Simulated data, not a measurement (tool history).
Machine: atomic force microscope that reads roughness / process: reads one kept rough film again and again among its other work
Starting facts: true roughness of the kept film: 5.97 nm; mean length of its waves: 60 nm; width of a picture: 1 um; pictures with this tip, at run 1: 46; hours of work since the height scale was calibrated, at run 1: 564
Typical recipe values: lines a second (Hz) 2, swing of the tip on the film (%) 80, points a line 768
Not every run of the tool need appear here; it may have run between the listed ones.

| run | hour | lines a second (Hz) | swing of the tip on the film (%) | points a line | pictures with this tip | hours of work since the height scale was calibrated | roughness of the kept film (nm (root mean square)) |
|---|---|---|---|---|---|---|---|
| 1 | 0 | 2 | 80 | 768 | 46 | 564 | 4.88 |
| 2 | 26.3 | 2 | 80 | 768 | 109 | 582 | 4.62 |
| 3 | 48.9 | 0.85 | 80 | 768 | 163 | 598 | 4.627 |
| 4 | 71.6 | 0.85 | 80 | 768 | 217 | 614 | 4.399 |
|  | 84.7 | new tip fitted |
| 5 | 89.5 | 0.85 | 80 | 339 | 11 | 626 | 5.299 |
| 6 | 101.3 | 0.85 | 80 | 339 | 39 | 635 | 5.143 |
| 7 | 121.1 | 0.85 | 80 | 339 | 87 | 648 | 4.944 |
| 8 | 141.3 | 0.85 | 80 | 339 | 135 | 663 | 4.737 |
| 9 | 161.8 | 0.85 | 80 | 339 | 184 | 677 | 4.539 |
|  | 188.5 | new tip fitted |
| 10 | 188.5 | 0.85 | 80 | 339 | 0 | 696 | 5.322 |
| 11 | 201 | 0.85 | 80 | 339 | 30 | 704 | 5.202 |
| 12 | 227.5 | 2 | 80 | 768 | 93 | 723 | 4.659 |
| 13 | 247.2 | 2 | 80 | 768 | 141 | 737 | 4.501 |
| 14 | 259.5 | 2 | 80 | 768 | 170 | 746 | 4.406 |
| 15 | 284.6 | 1.85 | 80 | 768 | 230 | 763 | 4.207 |
|  | 292.8 | new tip fitted |
| 16 | 301.6 | 1.85 | 80 | 768 | 21 | 775 | 5.033 |
| 17 | 317.3 | 2 | 80 | 768 | 58 | 786 | 4.821 |
| 18 | 340.9 | 2 | 80 | 768 | 115 | 803 | 4.556 |
| 19 | 351.6 | 2 | 80 | 768 | 141 | 810 | 4.488 |
| 20 | 373.8 | 2 | 80 | 768 | 194 | 826 | 4.259 |
| 21 | 394 | 2 | 80 | 768 | 242 | 840 | 4.104 |
|  | 395.9 | new tip fitted |
|  | 396.9 | height scale calibrated on a step standard |
| 22 | 421.6 | 2 | 80 | 264 | 59 | 17 | 4.827 |
| 23 | 436.2 | 2 | 80 | 768 | 94 | 28 | 4.716 |
| 24 | 459 | 2 | 80 | 768 | 149 | 44 | 4.464 |
| 25 | 484.9 | 2 | 80 | 768 | 211 | 62 | 4.261 |
|  | 499.6 | new tip fitted |
| 26 | 504.3 | 2 | 80 | 768 | 11 | 75 | 5.05 |
| 27 | 517.6 | 2 | 80 | 671 | 43 | 85 | 4.91 |
| 28 | 537.8 | 2 | 80 | 671 | 91 | 99 | 4.672 |
| 29 | 552.8 | 1.27 | 57 | 628 | 127 | 110 | 4.869 |
|  | 558.2 | height scale calibrated on a step standard, once more |
| 30 | 572.6 | 1.27 | 57 | 628 | 172 | 10 | 4.674 |
| 31 | 599.1 | 2 | 70 | 768 | 236 | 29 | 4.291 |
|  | 603.6 | new tip fitted |
| 32 | 613.4 | 2 | 70 | 768 | 24 | 39 | 5.201 |
| 33 | 625.1 | 2 | 70 | 768 | 52 | 47 | 5.027 |
| 34 | 642.2 | 2.68 | 67 | 562 | 93 | 59 | 4.841 |
| 35 | 654.4 | 2.21 | 74 | 355 | 122 | 67 | 4.609 |
| 36 | 667.1 | 1.03 | 80 | 314 | 153 | 76 | 4.61 |
| 37 | 680 | 2.89 | 59 | 408 | 184 | 86 | 4.513 |
| 38 | 700.2 | 0.68 | 78 | 368 | 232 | 100 | 4.366 |
|  | 706 | new tip fitted |
| 39 | 713.1 | 0.68 | 78 | 368 | 17 | 108 | 5.33 |
| 40 | 729.2 | 2 | 56 | 279 | 55 | 120 | 5.096 |
| 41 | 747.1 | 0.77 | 80 | 768 | 98 | 132 | 4.926 |
| 42 | 772.2 | 1.19 | 80 | 456 | 158 | 150 | 4.608 |
| 43 | 785.9 | 1.19 | 58 | 456 | 191 | 160 | 4.631 |
|  | 809.1 | new tip fitted |
| 44 | 810.6 | 0.76 | 67 | 556 | 3 | 177 | 5.454 |
| 45 | 831.1 | 0.76 | 67 | 556 | 52 | 191 | 5.21 |
| 46 | 849.3 | 0.78 | 67 | 399 | 96 | 204 | 4.996 |
| 47 | 869 | 0.78 | 67 | 399 | 143 | 218 | 4.825 |
| 48 | 886.3 | 3.55 | 88 | 1013 | 185 | 230 | 3.843 |
| 49 | 903.4 | 3.55 | 88 | 1013 | 226 | 242 | 3.74 |
|  | 912.6 | new tip fitted |
| 50 | 914.8 | 3.55 | 88 | 1013 | 6 | 250 | 4.54 |
| 51 | 938.5 | 3.55 | 88 | 1013 | 63 | 267 | 4.311 |
| 52 | 965.1 | 3.66 | 65 | 1017 | 126 | 285 | 4.72 |
| 53 | 982.3 | 0.51 | 76 | 644 | 167 | 297 | 4.709 |

Hidden state at the last listed run before each entry between runs and at the first one after, where it differs:
Logged between run 4 and run 5: new tip fitted (hour 84.7)
  radius of the tip, nm: 45.1 -> 12.4; height scale over the true one, %: -0.41 -> -0.42
  the result without the hidden state subtracted from the measured one, roughness of the kept film (nm (root mean square)): -0.972 -> -0.101
Logged between run 9 and run 10: new tip fitted (hour 188.5)
  radius of the tip, nm: 39.5 -> 10.6; height scale over the true one, %: -0.46 -> -0.47
  the result without the hidden state subtracted from the measured one, roughness of the kept film (nm (root mean square)): -0.85 -> -0.045
Logged between run 15 and run 16: new tip fitted (hour 292.8)
  radius of the tip, nm: 46.9 -> 13.9; height scale over the true one, %: -0.52 -> -0.53
  the result without the hidden state subtracted from the measured one, roughness of the kept film (nm (root mean square)): -0.98 -> -0.148
Logged between run 21 and run 22: new tip fitted (hour 395.9); height scale calibrated on a step standard (hour 396.9)
  radius of the tip, nm: 50.4 -> 19; height scale over the true one, %: -0.58 -> -0.72
  the result without the hidden state subtracted from the measured one, roughness of the kept film (nm (root mean square)): -1.05 -> -0.303
Logged between run 25 and run 26: new tip fitted (hour 499.6)
  radius of the tip, nm: 44.1 -> 12.3; height scale over the true one, %: -0.75 -> -0.76
  the result without the hidden state subtracted from the measured one, roughness of the kept film (nm (root mean square)): -0.932 -> -0.111
Logged between run 29 and run 30: height scale calibrated on a step standard, once more (hour 558.2)
  radius of the tip, nm: 31.6 -> 38.6; height scale over the true one, %: -0.78 -> -0.01
  the result without the hidden state subtracted from the measured one, roughness of the kept film (nm (root mean square)): -0.691 -> -0.821
Logged between run 31 and run 32: new tip fitted (hour 603.6)
  radius of the tip, nm: 48.6 -> 14.3; height scale over the true one, %: -0.03 -> -0.04
  the result without the hidden state subtracted from the measured one, roughness of the kept film (nm (root mean square)): -1.019 -> -0.138
Logged between run 38 and run 39: new tip fitted (hour 706)
  radius of the tip, nm: 50.2 -> 14; height scale over the true one, %: -0.08 -> -0.09
  the result without the hidden state subtracted from the measured one, roughness of the kept film (nm (root mean square)): -1.082 -> -0.137
Logged between run 43 and run 44: new tip fitted (hour 809.1)
  radius of the tip, nm: 41.7 -> 11.4; height scale over the true one, %: -0.13 -> -0.14
  the result without the hidden state subtracted from the measured one, roughness of the kept film (nm (root mean square)): -0.912 -> -0.053
Logged between run 49 and run 50: new tip fitted (hour 912.6)
  radius of the tip, nm: 47.2 -> 11
  the result without the hidden state subtracted from the measured one, roughness of the kept film (nm (root mean square)): -0.863 -> -0.038

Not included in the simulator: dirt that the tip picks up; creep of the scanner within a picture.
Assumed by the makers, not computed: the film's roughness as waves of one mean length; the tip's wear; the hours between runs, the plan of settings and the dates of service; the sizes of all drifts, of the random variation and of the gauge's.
